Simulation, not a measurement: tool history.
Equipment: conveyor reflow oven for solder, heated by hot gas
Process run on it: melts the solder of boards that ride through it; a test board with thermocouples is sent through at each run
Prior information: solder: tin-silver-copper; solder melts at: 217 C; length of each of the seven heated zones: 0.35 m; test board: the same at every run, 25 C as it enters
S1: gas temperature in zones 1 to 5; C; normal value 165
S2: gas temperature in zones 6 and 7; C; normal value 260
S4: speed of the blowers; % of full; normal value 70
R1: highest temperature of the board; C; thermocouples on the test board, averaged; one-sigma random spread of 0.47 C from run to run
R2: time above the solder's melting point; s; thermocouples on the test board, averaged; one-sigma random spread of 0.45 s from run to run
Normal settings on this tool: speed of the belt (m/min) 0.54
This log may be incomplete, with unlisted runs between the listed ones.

run 1 hour=0 | S1=165 S2=260 speed_of_the_belt_(m/min)=0.54 S4=70 | R1=241.8 R2=47.5
run 2 hour=13.1 | S1=165 S2=260 speed_of_the_belt_(m/min)=0.54 S4=70 | R1=241.5 R2=46.9
run 3 hour=29.6 | S1=165 S2=260 speed_of_the_belt_(m/min)=0.54 S4=70 | R1=241.5 R2=46.5
run 4 hour=50 | S1=165 S2=260 speed_of_the_belt_(m/min)=0.54 S4=70 | R1=241.3 R2=46.3
run 5 hour=65.5 | S1=165 S2=260 speed_of_the_belt_(m/min)=0.54 S4=70 | R1=242.1 R2=45.8
-- hour=72.8 flux residue cleaned out of gas plates and filters
run 6 hour=81.9 | S1=165 S2=260 speed_of_the_belt_(m/min)=0.54 S4=70 | R1=241.8 R2=47.9
run 7 hour=93.6 | S1=165 S2=260 speed_of_the_belt_(m/min)=0.617 S4=70 | R1=238.4 R2=36.3
run 8 hour=111.3 | S1=165 S2=260 speed_of_the_belt_(m/min)=0.617 S4=70 | R1=238.4 R2=35.8
run 9 hour=131 | S1=165 S2=260 speed_of_the_belt_(m/min)=0.54 S4=70 | R1=241.4 R2=47.2
run 10 hour=147.7 | S1=165 S2=260 speed_of_the_belt_(m/min)=0.54 S4=70 | R1=242.6 R2=48.2
run 11 hour=165.7 | S1=165 S2=260 speed_of_the_belt_(m/min)=0.475 S4=70 | R1=246 R2=58.7
run 12 hour=178.2 | S1=165 S2=260 speed_of_the_belt_(m/min)=0.475 S4=70 | R1=245.7 R2=58.4
run 13 hour=197.1 | S1=165 S2=260 speed_of_the_belt_(m/min)=0.54 S4=70 | R1=241.6 R2=47.1
run 14 hour=212.7 | S1=165 S2=256 speed_of_the_belt_(m/min)=0.54 S4=70 | R1=237.8 R2=42.4
run 15 hour=230.5 | S1=165 S2=256 speed_of_the_belt_(m/min)=0.54 S4=70 | R1=238.1 R2=43
run 16 hour=240.1 | S1=165 S2=252 speed_of_the_belt_(m/min)=0.54 S4=75 | R1=235.1 R2=40.9
run 17 hour=258.3 | S1=165 S2=248 speed_of_the_belt_(m/min)=0.54 S4=50 | R1=224.8 R2=19.8
run 18 hour=275.4 | S1=165 S2=248 speed_of_the_belt_(m/min)=0.591 S4=60 | R1=225 R2=18.8
run 19 hour=287.8 | S1=165 S2=248 speed_of_the_belt_(m/min)=0.591 S4=60 | R1=225.2 R2=17.7
run 20 hour=305.4 | S1=159 S2=248 speed_of_the_belt_(m/min)=0.591 S4=50 | R1=219.4 R2=5.4

What will run 21 give?
run 21 hour=324.2 | S1=154 S2=260 speed_of_the_belt_(m/min)=0.54 S4=76 | R1=? R2=?

Run 21 yielded R1 241.5 C, R2 44.1 s.
Without the tool's hidden state the same run would have given R1 244.7 C, R2 46.8 s.
